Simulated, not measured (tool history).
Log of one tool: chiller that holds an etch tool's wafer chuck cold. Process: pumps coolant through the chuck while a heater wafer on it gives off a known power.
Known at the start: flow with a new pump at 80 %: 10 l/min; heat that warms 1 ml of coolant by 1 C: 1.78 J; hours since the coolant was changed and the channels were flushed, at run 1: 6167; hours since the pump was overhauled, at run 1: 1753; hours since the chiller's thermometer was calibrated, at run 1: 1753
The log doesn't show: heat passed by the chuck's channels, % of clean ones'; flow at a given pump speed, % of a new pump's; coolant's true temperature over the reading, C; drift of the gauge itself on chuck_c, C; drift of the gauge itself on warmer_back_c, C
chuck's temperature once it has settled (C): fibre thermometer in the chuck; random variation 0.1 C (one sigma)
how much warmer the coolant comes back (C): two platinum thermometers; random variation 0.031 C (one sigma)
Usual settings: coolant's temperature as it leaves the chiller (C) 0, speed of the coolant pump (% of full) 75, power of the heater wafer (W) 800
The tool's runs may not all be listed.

run,hour,coolant's temperature as it leaves the chiller (C),speed of the coolant pump (% of full),power of the heater wafer (W),hours since the coolant was changed and the channels were flushed,hours since the pump was overhauled,hours since the chiller's thermometer was calibrated,chuck's temperature once it has settled (C),how much warmer the coolant comes back (C)
1,0,0,75,800,6167,1753,1753,6.8,2.95
2,29.9,0,75,800,6197,1783,1783,7.1,2.99
3,65.2,0,75,800,6232,1819,1819,7.1,2.98
4,94.2,0,75,800,6261,1848,1848,7.1,2.91
5,136.8,0,75,800,6304,1890,1890,7,2.98
6,180.3,0,75,800,6347,1934,1934,7,2.96
7,211.9,0,75,800,6379,1965,1965,7,2.91
8,258,0,75,800,6425,2011,2011,7.1,2.96
9,294.7,0,75,800,6462,2048,2048,7.1,2.98
# hour 304.6: coolant changed, channels flushed
10,334.2,0,75,800,30,2082,2082,6.1,2.92
11,378.5,0,75,800,74,2126,2126,6.2,2.93
12,417.8,0,85,800,113,2165,2165,5.5,2.6
13,455.4,0,75,800,151,2203,2203,6.1,2.93
14,490.2,0,75,800,186,2238,2238,6.2,2.99
15,530,0,75,800,225,2277,2277,6.3,3.01
16,557.6,0,91,800,253,2305,2305,5.5,2.42
17,587.3,0,91,800,283,2335,2335,5.3,2.42
18,625.9,-10,91,760,321,2373,2373,-4.7,2.23
19,663.5,-7,88,879,359,2411,2411,-1,2.76
20,707.8,6,92,800,403,2455,2455,11.5,2.37
21,742.9,-3,76,677,438,2490,2490,2.1,2.54
22,787.7,0,89,482,483,2535,2535,3.7,1.56
23,820.8,0,89,482,516,2568,2568,3.4,1.49
24,856.5,-3,75,800,552,2604,2604,3,2.95
25,888.1,-3,68,800,583,2635,2635,3.7,3.34
26,938.5,-7,60,611,634,2686,2686,-1.4,2.86
27,977.1,-4,77,471,672,2724,2724,-0.3,1.65
28,1005.3,-4,77,471,701,2753,2753,-0.4,1.65
29,1042.3,2,83,846,738,2790,2790,8.3,2.85
30,1068,4,73,449,763,2815,2815,7.7,1.74
31,1094.9,4,73,449,790,2842,2842,7.9,1.8

4 ways to go on from here, each from the tool as it stands after run 31. What would each give?
A,1139.9,-9,73,800,835,2887,2887,?,?
B,1139.9,6,73,449,835,2887,2887,?,?
C,1139.9,2,73,1134,835,2887,2887,?,?
D,1139.9,-5,64,552,835,2887,2887,?,?

run,chuck's temperature once it has settled (C),how much warmer the coolant comes back (C)
A,-2.4,3.08
B,9.8,1.74
C,11,4.38
D,-0.1,2.46
Without the tool's hidden state the same runs would have given:
run,chuck's temperature once it has settled (C),how much warmer the coolant comes back (C)
A,-3,2.97
B,9.4,1.68
C,10.4,4.23
D,-0.6,2.37

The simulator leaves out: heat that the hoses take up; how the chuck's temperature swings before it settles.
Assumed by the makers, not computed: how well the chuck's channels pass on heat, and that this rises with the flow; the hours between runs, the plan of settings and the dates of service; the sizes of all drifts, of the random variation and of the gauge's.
